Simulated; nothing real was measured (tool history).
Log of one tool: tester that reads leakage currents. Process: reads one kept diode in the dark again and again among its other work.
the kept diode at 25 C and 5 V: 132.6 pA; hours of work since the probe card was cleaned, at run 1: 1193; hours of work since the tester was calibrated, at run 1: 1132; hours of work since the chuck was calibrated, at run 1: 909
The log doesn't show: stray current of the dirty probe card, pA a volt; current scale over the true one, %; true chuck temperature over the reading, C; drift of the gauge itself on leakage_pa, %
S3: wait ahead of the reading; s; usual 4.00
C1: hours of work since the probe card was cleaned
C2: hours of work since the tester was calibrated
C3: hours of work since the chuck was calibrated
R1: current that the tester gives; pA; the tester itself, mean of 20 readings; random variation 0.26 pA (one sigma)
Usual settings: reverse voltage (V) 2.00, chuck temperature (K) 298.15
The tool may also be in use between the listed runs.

{"run": 1, "day": 0.0, "reverse voltage (V)": 2.0, "chuck temperature (K)": 298.15, "S3": 4.0, "C1": 1193, "C2": 1132, "C3": 909, "R1": 90.5}
{"run": 2, "day": 3.004, "reverse voltage (V)": 2.0, "chuck temperature (K)": 298.15, "S3": 4.0, "C1": 1235, "C2": 1175, "C3": 952, "R1": 91.15}
{"run": 3, "day": 6.012, "reverse voltage (V)": 2.0, "chuck temperature (K)": 298.15, "S3": 4.0, "C1": 1278, "C2": 1218, "C3": 995, "R1": 91.56}
{"run": 4, "day": 7.342, "reverse voltage (V)": 2.0, "chuck temperature (K)": 298.15, "S3": 4.0, "C1": 1297, "C2": 1237, "C3": 1014, "R1": 91.51}
{"run": 5, "day": 8.708, "reverse voltage (V)": 2.0, "chuck temperature (K)": 298.15, "S3": 4.0, "C1": 1317, "C2": 1257, "C3": 1033, "R1": 91.29}
{"run": 6, "day": 11.1, "reverse voltage (V)": 2.0, "chuck temperature (K)": 298.15, "S3": 0.32, "C1": 1351, "C2": 1291, "C3": 1067, "R1": 92.27}
{"run": 7, "day": 13.933, "reverse voltage (V)": 2.0, "chuck temperature (K)": 298.15, "S3": 0.32, "C1": 1392, "C2": 1331, "C3": 1108, "R1": 92.18}
{"run": 8, "day": 16.667, "reverse voltage (V)": 2.0, "chuck temperature (K)": 298.15, "S3": 0.32, "C1": 1431, "C2": 1370, "C3": 1147, "R1": 92.44}
{"run": 9, "day": 18.183, "reverse voltage (V)": 2.0, "chuck temperature (K)": 298.15, "S3": 0.4, "C1": 1452, "C2": 1392, "C3": 1168, "R1": 92.62}
{"run": 10, "day": 21.371, "reverse voltage (V)": 5.83, "chuck temperature (K)": 297.15, "S3": 0.4, "C1": 1498, "C2": 1437, "C3": 1214, "R1": 143.79}
{"run": 11, "day": 23.579, "reverse voltage (V)": 2.27, "chuck temperature (K)": 298.15, "S3": 4.0, "C1": 1529, "C2": 1469, "C3": 1245, "R1": 97.55}
{"run": 12, "day": 26.467, "reverse voltage (V)": 2.0, "chuck temperature (K)": 298.15, "S3": 0.45, "C1": 1571, "C2": 1510, "C3": 1287, "R1": 93.29}

4 ways to go on from here, each from the tool as it stands after run 12. What would each give?
{"run": "A", "day": 28.458, "reverse voltage (V)": 1.65, "chuck temperature (K)": 299.15, "S3": 0.36, "C1": 1599, "C2": 1539, "C3": 1315, "R1": "?"}
{"run": "B", "day": 28.458, "reverse voltage (V)": 19.02, "chuck temperature (K)": 310.15, "S3": 6.31, "C1": 1599, "C2": 1539, "C3": 1315, "R1": "?"}
{"run": "C", "day": 28.458, "reverse voltage (V)": 3.68, "chuck temperature (K)": 298.15, "S3": 4.4, "C1": 1599, "C2": 1539, "C3": 1315, "R1": "?"}
{"run": "D", "day": 28.458, "reverse voltage (V)": 2.0, "chuck temperature (K)": 316.15, "S3": 4.0, "C1": 1599, "C2": 1539, "C3": 1315, "R1": "?"}

run=A R1=92.16
run=B R1=711.56
run=C R1=124.54
run=D R1=379.95
Without the tool's hidden state the same runs would have given:
run=A R1=85.35
run=B R1=659.94
run=C R1=114.74
run=D R1=356.06

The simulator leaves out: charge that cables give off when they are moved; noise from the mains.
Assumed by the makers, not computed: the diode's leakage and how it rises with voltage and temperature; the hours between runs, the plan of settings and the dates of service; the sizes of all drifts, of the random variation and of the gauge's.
